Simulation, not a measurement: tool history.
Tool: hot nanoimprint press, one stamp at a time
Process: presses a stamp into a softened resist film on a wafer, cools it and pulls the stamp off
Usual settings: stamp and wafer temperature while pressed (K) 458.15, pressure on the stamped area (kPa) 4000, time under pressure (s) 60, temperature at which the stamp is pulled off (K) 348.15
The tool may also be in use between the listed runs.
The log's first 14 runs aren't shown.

run    hour  stamp and wafer temperature while pressed (K)  pressure on the stamped area (kPa)  time under pressure (s)  temperature at which the stamp is pulled off (K)  hours of work since the thermocouple was calibrated  imprints on the stamp's release coat  hours of work since the press's seals were changed  resist left under the stamp's widest pad (angstrom)  greatest force while the stamp is pulled off (N)
 15   507.6                                         458.15                                4000                       60                                            348.15                                                  295                                  1263                                                 116                                                 1817                                               224
 16   528.8                                         464.15                                2590                       72                                            348.15                                                  309                                  1358                                                 130                                                 1723                                               227
 17   577.4                                         464.15                                3010                       49                                            348.15                                                  340                                  1576                                                 161                                                 1884                                               235
      606.7  -- stamp cleaned and given a new release coat
 18   617.6                                         458.15                                4820                       34                                            342.15                                                  362                                    49                                                 183                                                 2086                                               260
 19   658.6                                         453.15                                4000                       68                                            348.15                                                  389                                   233                                                 210                                                 1994                                               229
 20   703.2                                         453.15                                4000                       75                                            352.15                                                  418                                   433                                                 239                                                 1932                                               209
 21   723.0                                         453.15                                4000                       75                                            352.15                                                  430                                   522                                                 251                                                 1919                                               216
 22   757.4                                         458.15                                4000                       60                                            336.15                                                  453                                   676                                                 274                                                 1817                                               302
 23   787.7                                         458.15                                5640                       60                                            341.15                                                  472                                   812                                                 293                                                 1568                                               267
 24   812.1                                         458.15                                5640                       60                                            341.15                                                  488                                   922                                                 309                                                 1571                                               260
 25   838.2                                         458.15                                5640                       60                                            341.15                                                  505                                  1039                                                 326                                                 1572                                               276
 26   876.9                                         450.15                                3450                       63                                            335.15                                                  530                                  1213                                                 351                                                 2345                                               309
      903.2  -- plate thermocouple calibrated
 27   927.3                                         450.15                                3450                       32                                            334.15                                                   16                                  1425                                                 381                                                 2856                                               308
 28   975.7                                         450.15                                3450                       32                                            334.15                                                   47                                  1642                                                 413                                                 2854                                               315
      991.6  -- stamp cleaned and given a new release coat
 29  1027.8                                         450.15                                3000                       32                                            334.15                                                   77                                   162                                                 442                                                 2946                                               303
 30  1075.3                                         450.15                                3000                       32                                            334.15                                                  107                                   375                                                 473                                                 2949                                               311

3 ways to go on from here, each from the tool as it stands after run 30. What would each give?
  A  1121.6                                         450.15                                3000                       32                                            341.15                                                  137                                   583                                                 503                                                    ?                                                 ?
  B  1121.6                                         448.15                                4000                       60                                            348.15                                                  137                                   583                                                 503                                                    ?                                                 ?
  C  1121.6                                         450.15                                3000                       32                                            348.15                                                  137                                   583                                                 503                                                    ?                                                 ?

run  resist left under the stamp's widest pad (angstrom)  greatest force while the stamp is pulled off (N)
  A                                                 2938                                               261
  B                                                 2395                                               232
  C                                                 2947                                               234
Without the tool's hidden state the same runs would have given:
run  resist left under the stamp's widest pad (angstrom)  greatest force while the stamp is pulled off (N)
  A                                                 2938                                               259
  B                                                 2395                                               231
  C                                                 2946                                               232
